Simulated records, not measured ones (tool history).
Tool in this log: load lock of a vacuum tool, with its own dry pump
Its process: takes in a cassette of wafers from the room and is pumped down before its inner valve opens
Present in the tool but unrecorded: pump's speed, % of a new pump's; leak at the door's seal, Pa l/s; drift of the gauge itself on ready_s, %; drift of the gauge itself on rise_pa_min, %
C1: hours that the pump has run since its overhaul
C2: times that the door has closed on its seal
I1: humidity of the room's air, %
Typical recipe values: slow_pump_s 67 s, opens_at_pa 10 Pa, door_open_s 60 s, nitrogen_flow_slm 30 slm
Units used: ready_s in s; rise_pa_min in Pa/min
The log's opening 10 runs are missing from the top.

{"run": 11, "hour": 1410.2, "slow_pump_s": 67, "opens_at_pa": 10, "door_open_s": 60, "nitrogen_flow_slm": 30, "C1": 3824, "C2": 23366, "I1": 46.7, "ready_s": 111.5, "rise_pa_min": 0.017}
{"run": 12, "hour": 1580.2, "slow_pump_s": 67, "opens_at_pa": 10, "door_open_s": 60, "nitrogen_flow_slm": 30, "C1": 3994, "C2": 23943, "I1": 45.9, "ready_s": 110.7, "rise_pa_min": 0.008}
{"run": 13, "hour": 1752.5, "slow_pump_s": 67, "opens_at_pa": 7, "door_open_s": 60, "nitrogen_flow_slm": 30, "C1": 4166, "C2": 24528, "I1": 44.8, "ready_s": 115.1, "rise_pa_min": 0.013}
{"run": 14, "hour": 1934.7, "slow_pump_s": 67, "opens_at_pa": 7, "door_open_s": 60, "nitrogen_flow_slm": 30, "C1": 4349, "C2": 25146, "I1": 44.0, "ready_s": 113.8, "rise_pa_min": 0.012}
{"run": 15, "hour": 2067.8, "slow_pump_s": 67, "opens_at_pa": 7, "door_open_s": 60, "nitrogen_flow_slm": 30, "C1": 4482, "C2": 25598, "I1": 45.4, "ready_s": 113.7, "rise_pa_min": 0.012}
{"run": 16, "hour": 2152.1, "slow_pump_s": 67, "opens_at_pa": 11, "door_open_s": 60, "nitrogen_flow_slm": 30, "C1": 4566, "C2": 25884, "I1": 46.0, "ready_s": 112.5, "rise_pa_min": 0.015}
{"run": 17, "hour": 2272.3, "slow_pump_s": 67, "opens_at_pa": 11, "door_open_s": 60, "nitrogen_flow_slm": 30, "C1": 4686, "C2": 26292, "I1": 43.8, "ready_s": 111.5, "rise_pa_min": 0.017}
{"run": 18, "hour": 2412.9, "slow_pump_s": 67, "opens_at_pa": 11, "door_open_s": 60, "nitrogen_flow_slm": 30, "C1": 4827, "C2": 26770, "I1": 44.3, "ready_s": 111.2, "rise_pa_min": 0.015}
{"run": 19, "hour": 2575.0, "slow_pump_s": 67, "opens_at_pa": 8, "door_open_s": 60, "nitrogen_flow_slm": 30, "C1": 4989, "C2": 27320, "I1": 49.3, "ready_s": 113.3, "rise_pa_min": 0.017}
{"run": 20, "hour": 2676.6, "slow_pump_s": 67, "opens_at_pa": 10, "door_open_s": 113, "nitrogen_flow_slm": 11, "C1": 5091, "C2": 27665, "I1": 40.9, "ready_s": 111.9, "rise_pa_min": 0.022}
{"run": 21, "hour": 2883.6, "slow_pump_s": 133, "opens_at_pa": 10, "door_open_s": 197, "nitrogen_flow_slm": 30, "C1": 5297, "C2": 28367, "I1": 45.1, "ready_s": 162.0, "rise_pa_min": 0.013}
{"run": 22, "hour": 3065.5, "slow_pump_s": 52, "opens_at_pa": 17, "door_open_s": 220, "nitrogen_flow_slm": 5, "C1": 5479, "C2": 28985, "I1": 44.6, "ready_s": 95.9, "rise_pa_min": 0.038}
{"run": 23, "hour": 3195.8, "slow_pump_s": 52, "opens_at_pa": 17, "door_open_s": 220, "nitrogen_flow_slm": 5, "C1": 5610, "C2": 29427, "I1": 42.9, "ready_s": 95.9, "rise_pa_min": 0.044}
{"run": 24, "hour": 3402.2, "slow_pump_s": 101, "opens_at_pa": 18, "door_open_s": 60, "nitrogen_flow_slm": 8, "C1": 5816, "C2": 30128, "I1": 44.9, "ready_s": 133.5, "rise_pa_min": 0.021}

Predict the results of run 25:
{"run": 25, "hour": 3513.7, "slow_pump_s": 113, "opens_at_pa": 7, "door_open_s": 60, "nitrogen_flow_slm": 8, "C1": 5928, "C2": 30507, "I1": 47.8, "ready_s": "?", "rise_pa_min": "?"}

{"run 25": {"ready_s": 150.7, "rise_pa_min": 0.023}}
With the hidden condition absent and the run-to-run variation left alone, this run would have shown ready_s 150.7 s, rise_pa_min 0.022 Pa/min.
